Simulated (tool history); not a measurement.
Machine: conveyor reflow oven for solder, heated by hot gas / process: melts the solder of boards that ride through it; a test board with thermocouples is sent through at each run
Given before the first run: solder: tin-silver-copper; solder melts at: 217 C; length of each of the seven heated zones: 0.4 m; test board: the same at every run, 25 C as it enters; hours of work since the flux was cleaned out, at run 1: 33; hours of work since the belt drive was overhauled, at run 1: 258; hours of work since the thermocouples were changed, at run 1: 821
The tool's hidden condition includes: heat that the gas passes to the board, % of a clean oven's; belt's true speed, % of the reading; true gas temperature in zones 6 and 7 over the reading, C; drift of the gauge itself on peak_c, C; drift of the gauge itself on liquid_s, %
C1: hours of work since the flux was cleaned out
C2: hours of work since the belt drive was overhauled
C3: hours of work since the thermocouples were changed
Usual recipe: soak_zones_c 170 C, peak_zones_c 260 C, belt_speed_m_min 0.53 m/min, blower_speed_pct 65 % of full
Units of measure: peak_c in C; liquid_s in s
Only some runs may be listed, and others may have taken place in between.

{"run": 1, "hour": 0.0, "soak_zones_c": 170, "peak_zones_c": 260, "belt_speed_m_min": 0.53, "blower_speed_pct": 65, "C1": 33, "C2": 258, "C3": 821, "peak_c": 244.5, "liquid_s": 59.4}
{"run": 2, "hour": 9.1, "soak_zones_c": 170, "peak_zones_c": 260, "belt_speed_m_min": 0.53, "blower_speed_pct": 65, "C1": 38, "C2": 263, "C3": 826, "peak_c": 243.9, "liquid_s": 60.3}
{"run": 3, "hour": 24.4, "soak_zones_c": 170, "peak_zones_c": 260, "belt_speed_m_min": 0.53, "blower_speed_pct": 71, "C1": 45, "C2": 270, "C3": 833, "peak_c": 244.8, "liquid_s": 61}
{"run": 4, "hour": 36.9, "soak_zones_c": 170, "peak_zones_c": 260, "belt_speed_m_min": 0.53, "blower_speed_pct": 65, "C1": 51, "C2": 276, "C3": 839, "peak_c": 243.6, "liquid_s": 60}
{"run": 5, "hour": 47.8, "soak_zones_c": 170, "peak_zones_c": 260, "belt_speed_m_min": 0.53, "blower_speed_pct": 65, "C1": 56, "C2": 281, "C3": 844, "peak_c": 243.9, "liquid_s": 60.9}
{"run": 6, "hour": 59.5, "soak_zones_c": 170, "peak_zones_c": 260, "belt_speed_m_min": 0.53, "blower_speed_pct": 65, "C1": 62, "C2": 287, "C3": 850, "peak_c": 244.2, "liquid_s": 58.9}
{"run": 7, "hour": 68.6, "soak_zones_c": 170, "peak_zones_c": 260, "belt_speed_m_min": 0.53, "blower_speed_pct": 65, "C1": 66, "C2": 291, "C3": 854, "peak_c": 244.7, "liquid_s": 59.8}
{"run": 8, "hour": 74.8, "soak_zones_c": 170, "peak_zones_c": 260, "belt_speed_m_min": 0.53, "blower_speed_pct": 65, "C1": 69, "C2": 294, "C3": 857, "peak_c": 243.6, "liquid_s": 59.9}
{"run": 9, "hour": 85.7, "soak_zones_c": 170, "peak_zones_c": 260, "belt_speed_m_min": 0.53, "blower_speed_pct": 65, "C1": 74, "C2": 299, "C3": 862, "peak_c": 242.8, "liquid_s": 59.7}
{"hour": 91.5, "done": "flux residue cleaned out of gas plates and filters"}
{"run": 10, "hour": 104.8, "soak_zones_c": 170, "peak_zones_c": 263, "belt_speed_m_min": 0.53, "blower_speed_pct": 65, "C1": 6, "C2": 306, "C3": 869, "peak_c": 247.1, "liquid_s": 61.2}
{"run": 11, "hour": 119.4, "soak_zones_c": 170, "peak_zones_c": 263, "belt_speed_m_min": 0.53, "blower_speed_pct": 65, "C1": 13, "C2": 313, "C3": 876, "peak_c": 246.5, "liquid_s": 61.8}
{"run": 12, "hour": 127.6, "soak_zones_c": 170, "peak_zones_c": 260, "belt_speed_m_min": 0.428, "blower_speed_pct": 65, "C1": 17, "C2": 317, "C3": 880, "peak_c": 249.7, "liquid_s": 83.7}
{"hour": 137.6, "done": "flux residue cleaned out of gas plates and filters, once more"}
{"run": 13, "hour": 140.8, "soak_zones_c": 170, "peak_zones_c": 260, "belt_speed_m_min": 0.428, "blower_speed_pct": 65, "C1": 2, "C2": 321, "C3": 884, "peak_c": 249.6, "liquid_s": 84.2}
{"run": 14, "hour": 154.0, "soak_zones_c": 176, "peak_zones_c": 256, "belt_speed_m_min": 0.482, "blower_speed_pct": 53, "C1": 8, "C2": 327, "C3": 890, "peak_c": 242.4, "liquid_s": 66.5}
{"run": 15, "hour": 169.3, "soak_zones_c": 179, "peak_zones_c": 256, "belt_speed_m_min": 0.514, "blower_speed_pct": 53, "C1": 15, "C2": 334, "C3": 897, "peak_c": 240.5, "liquid_s": 61.7}
{"run": 16, "hour": 181.8, "soak_zones_c": 165, "peak_zones_c": 263, "belt_speed_m_min": 0.514, "blower_speed_pct": 53, "C1": 21, "C2": 340, "C3": 903, "peak_c": 244.4, "liquid_s": 59.8}
{"run": 17, "hour": 193.7, "soak_zones_c": 170, "peak_zones_c": 260, "belt_speed_m_min": 0.528, "blower_speed_pct": 65, "C1": 27, "C2": 346, "C3": 909, "peak_c": 245, "liquid_s": 60.4}
{"run": 18, "hour": 207.6, "soak_zones_c": 185, "peak_zones_c": 273, "belt_speed_m_min": 0.625, "blower_speed_pct": 53, "C1": 33, "C2": 353, "C3": 916, "peak_c": 250.4, "liquid_s": 59.4}
{"run": 19, "hour": 219.0, "soak_zones_c": 170, "peak_zones_c": 260, "belt_speed_m_min": 0.45, "blower_speed_pct": 74, "C1": 39, "C2": 358, "C3": 921, "peak_c": 249, "liquid_s": 79.6}
{"run": 20, "hour": 226.0, "soak_zones_c": 169, "peak_zones_c": 274, "belt_speed_m_min": 0.515, "blower_speed_pct": 69, "C1": 42, "C2": 361, "C3": 924, "peak_c": 258.5, "liquid_s": 74.2}
{"run": 21, "hour": 233.3, "soak_zones_c": 183, "peak_zones_c": 260, "belt_speed_m_min": 0.53, "blower_speed_pct": 86, "C1": 46, "C2": 365, "C3": 928, "peak_c": 249, "liquid_s": 72.5}
{"run": 22, "hour": 243.2, "soak_zones_c": 183, "peak_zones_c": 260, "belt_speed_m_min": 0.53, "blower_speed_pct": 86, "C1": 50, "C2": 370, "C3": 933, "peak_c": 247.9, "liquid_s": 71.4}
{"run": 23, "hour": 256.6, "soak_zones_c": 159, "peak_zones_c": 260, "belt_speed_m_min": 0.53, "blower_speed_pct": 74, "C1": 57, "C2": 376, "C3": 939, "peak_c": 243.9, "liquid_s": 56.6}
{"run": 24, "hour": 263.2, "soak_zones_c": 169, "peak_zones_c": 259, "belt_speed_m_min": 0.513, "blower_speed_pct": 72, "C1": 60, "C2": 379, "C3": 942, "peak_c": 244.8, "liquid_s": 64.2}
{"run": 25, "hour": 272.5, "soak_zones_c": 169, "peak_zones_c": 265, "belt_speed_m_min": 0.513, "blower_speed_pct": 71, "C1": 64, "C2": 384, "C3": 947, "peak_c": 249.4, "liquid_s": 68.4}

What differs in the tool's unlogged condition from the final listed run ahead of each entry between runs to the first listed run following it?
From run 9 to run 10: flux residue cleaned out of gas plates and filters (hour 91.5)
  heat that the gas passes to the board, % of a clean oven's: 96.5 -> 94.8; belt's true speed, % of the reading: 99.24 -> 99.22; true gas temperature in zones 6 and 7 over the reading, C: -2.49 -> -2.51
  measured less the result without the state, peak_c: -2.7 -> -3 C; liquid_s: -2.4 -> -2.6 s
From run 12 to run 13: flux residue cleaned out of gas plates and filters, once more (hour 137.6)
  heat that the gas passes to the board, % of a clean oven's: 94.4 -> 99.5; belt's true speed, % of the reading: 99.19 -> 99.18; true gas temperature in zones 6 and 7 over the reading, C: -2.54 -> -2.55
  measured less the result without the state, peak_c: -3 -> -2.3 C; liquid_s: -2.6 -> -1.3 s
